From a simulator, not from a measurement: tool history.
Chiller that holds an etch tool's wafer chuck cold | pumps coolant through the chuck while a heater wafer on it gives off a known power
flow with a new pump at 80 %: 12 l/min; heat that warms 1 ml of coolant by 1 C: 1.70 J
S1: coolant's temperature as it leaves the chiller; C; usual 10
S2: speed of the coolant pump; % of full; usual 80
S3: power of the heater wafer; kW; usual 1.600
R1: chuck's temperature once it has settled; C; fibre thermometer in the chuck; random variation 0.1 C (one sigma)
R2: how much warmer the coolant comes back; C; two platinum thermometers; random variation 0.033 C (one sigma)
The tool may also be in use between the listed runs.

{"run": 1, "hour": 0.0, "S1": 10, "S2": 80, "S3": 1.6, "R1": 23.8, "R2": 4.72}
{"run": 2, "hour": 77.2, "S1": 10, "S2": 80, "S3": 1.6, "R1": 23.8, "R2": 4.71}
{"run": 3, "hour": 170.6, "S1": 10, "S2": 80, "S3": 1.6, "R1": 23.9, "R2": 4.72}
{"run": 4, "hour": 241.4, "S1": 10, "S2": 90, "S3": 1.6, "R1": 23.0, "R2": 4.19}
{"run": 5, "hour": 338.4, "S1": 10, "S2": 90, "S3": 1.6, "R1": 22.8, "R2": 4.12}
{"run": 6, "hour": 407.2, "S1": 10, "S2": 90, "S3": 1.6, "R1": 23.0, "R2": 4.02}
{"run": 7, "hour": 496.5, "S1": 10, "S2": 80, "S3": 1.6, "R1": 24.0, "R2": 4.59}
{"run": 8, "hour": 563.1, "S1": 2, "S2": 80, "S3": 1.6, "R1": 15.9, "R2": 4.58}
{"run": 9, "hour": 638.7, "S1": 10, "S2": 80, "S3": 1.6, "R1": 23.7, "R2": 4.56}
{"run": 10, "hour": 735.3, "S1": 10, "S2": 80, "S3": 1.6, "R1": 23.7, "R2": 4.49}
{"run": 11, "hour": 834.9, "S1": 10, "S2": 80, "S3": 1.6, "R1": 23.9, "R2": 4.5}
{"run": 12, "hour": 943.6, "S1": 10, "S2": 82, "S3": 1.6, "R1": 23.8, "R2": 4.32}
{"run": 13, "hour": 1059.0, "S1": 10, "S2": 82, "S3": 1.6, "R1": 23.6, "R2": 4.37}
{"run": 14, "hour": 1116.8, "S1": 10, "S2": 82, "S3": 1.6, "R1": 23.6, "R2": 4.29}
{"hour": 1161.7, "done": "chiller's thermometer calibrated"}
{"run": 15, "hour": 1172.8, "S1": 10, "S2": 82, "S3": 1.6, "R1": 23.7, "R2": 4.28}
{"hour": 1245.6, "done": "gauge calibrated"}
{"run": 16, "hour": 1267.0, "S1": 10, "S2": 82, "S3": 2.09, "R1": 27.9, "R2": 6.02}
{"run": 17, "hour": 1360.7, "S1": 10, "S2": 82, "S3": 2.09, "R1": 28.0, "R2": 5.94}
{"run": 18, "hour": 1419.3, "S1": 7, "S2": 78, "S3": 1.747, "R1": 22.5, "R2": 5.2}
{"run": 19, "hour": 1530.4, "S1": 7, "S2": 75, "S3": 1.102, "R1": 16.8, "R2": 3.38}
{"run": 20, "hour": 1610.3, "S1": 12, "S2": 64, "S3": 1.153, "R1": 23.2, "R2": 4.15}
{"run": 21, "hour": 1714.1, "S1": 12, "S2": 100, "S3": 1.153, "R1": 20.8, "R2": 2.59}
{"run": 22, "hour": 1765.6, "S1": 12, "S2": 100, "S3": 1.153, "R1": 20.7, "R2": 2.61}
{"run": 23, "hour": 1855.9, "S1": 11, "S2": 63, "S3": 1.623, "R1": 27.2, "R2": 5.87}
{"run": 24, "hour": 1931.2, "S1": 11, "S2": 63, "S3": 1.623, "R1": 27.0, "R2": 5.91}
{"run": 25, "hour": 1992.0, "S1": 10, "S2": 97, "S3": 0.801, "R1": 16.1, "R2": 1.66}
{"run": 26, "hour": 2050.2, "S1": 10, "S2": 97, "S3": 0.801, "R1": 16.3, "R2": 1.75}
{"run": 27, "hour": 2131.4, "S1": 2, "S2": 97, "S3": 0.801, "R1": 8.4, "R2": 1.78}
{"run": 28, "hour": 2226.5, "S1": 2, "S2": 97, "S3": 0.801, "R1": 8.2, "R2": 1.66}
{"run": 29, "hour": 2273.3, "S1": 2, "S2": 97, "S3": 0.801, "R1": 8.3, "R2": 1.65}
{"run": 30, "hour": 2368.6, "S1": 10, "S2": 80, "S3": 0.857, "R1": 17.4, "R2": 2.17}
{"run": 31, "hour": 2448.9, "S1": 15, "S2": 80, "S3": 1.6, "R1": 28.8, "R2": 4.34}
{"run": 32, "hour": 2507.2, "S1": 19, "S2": 75, "S3": 1.246, "R1": 30.2, "R2": 3.58}

3 ways to go on from here, each from the tool as it stands after run 32. What would each give?
{"run": "A", "hour": 2570.7, "S1": 13, "S2": 66, "S3": 0.996, "R1": "?", "R2": "?"}
{"run": "B", "hour": 2570.7, "S1": 5, "S2": 77, "S3": 1.636, "R1": "?", "R2": "?"}
{"run": "C", "hour": 2570.7, "S1": 8, "S2": 97, "S3": 1.347, "R1": "?", "R2": "?"}

run=A R1=22.6 R2=3.12
run=B R1=19.2 R2=4.62
run=C R1=18.5 R2=2.92
Without the tool's hidden state the same runs would have given:
run=A R1=22.6 R2=3.49
run=B R1=19.2 R2=4.99
run=C R1=18.4 R2=3.29
